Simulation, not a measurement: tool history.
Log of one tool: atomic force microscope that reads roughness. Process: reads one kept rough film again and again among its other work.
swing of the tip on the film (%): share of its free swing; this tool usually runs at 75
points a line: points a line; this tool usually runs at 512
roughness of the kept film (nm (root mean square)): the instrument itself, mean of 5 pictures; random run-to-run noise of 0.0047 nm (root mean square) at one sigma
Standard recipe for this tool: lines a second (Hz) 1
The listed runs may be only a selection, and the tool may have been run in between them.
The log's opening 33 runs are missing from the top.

run	hour	lines a second (Hz)	swing of the tip on the film (%)	points a line	roughness of the kept film (nm (root mean square))
34	650.2	0.64	87	706	2.024
35	662.8	2.42	75	521	1.864
36	688.2	0.96	57	635	2.141
37	701.7	0.96	57	635	2.127
38	722.7	0.96	70	499	2.044
# hour 726.2: height scale calibrated on a step standard, once more
# hour 726.7: new tip fitted
39	747.8	1.27	58	333	2.179
40	765.1	2.81	62	954	2.051
41	781.5	2.93	85	992	1.656
42	798.4	2.93	85	992	1.652
43	816.3	2.93	56	992	2.068
# hour 833.1: new tip fitted
44	833.1	2.93	56	992	2.125
45	855.5	1.27	57	353	2.171
46	872	1.03	75	778	2.085
47	888.2	0.79	68	409	2.14
48	914.6	3.47	75	940	1.772
49	927.3	0.64	59	512	2.162

Consider 5 possible next runs. They are alternatives, not a sequence: every one starts from the tool as it was left by run 49. What does each give?
# hour 940.3: new tip fitted
A	951.8	2.18	81	473	?
# hour 940.3: new tip fitted
B	951.8	0.64	75	512	?
# hour 940.3: new tip fitted
C	951.8	1.14	86	967	?
# hour 940.3: new tip fitted
D	951.8	1	71	862	?
# hour 940.3: new tip fitted
E	951.8	1.53	59	512	?

run	roughness of the kept film (nm (root mean square))
A	1.85
B	2.143
C	1.966
D	2.129
E	2.156
Without the tool's hidden state the same runs would have given:
run	roughness of the kept film (nm (root mean square))
A	1.86
B	2.154
C	1.977
D	2.14
E	2.168

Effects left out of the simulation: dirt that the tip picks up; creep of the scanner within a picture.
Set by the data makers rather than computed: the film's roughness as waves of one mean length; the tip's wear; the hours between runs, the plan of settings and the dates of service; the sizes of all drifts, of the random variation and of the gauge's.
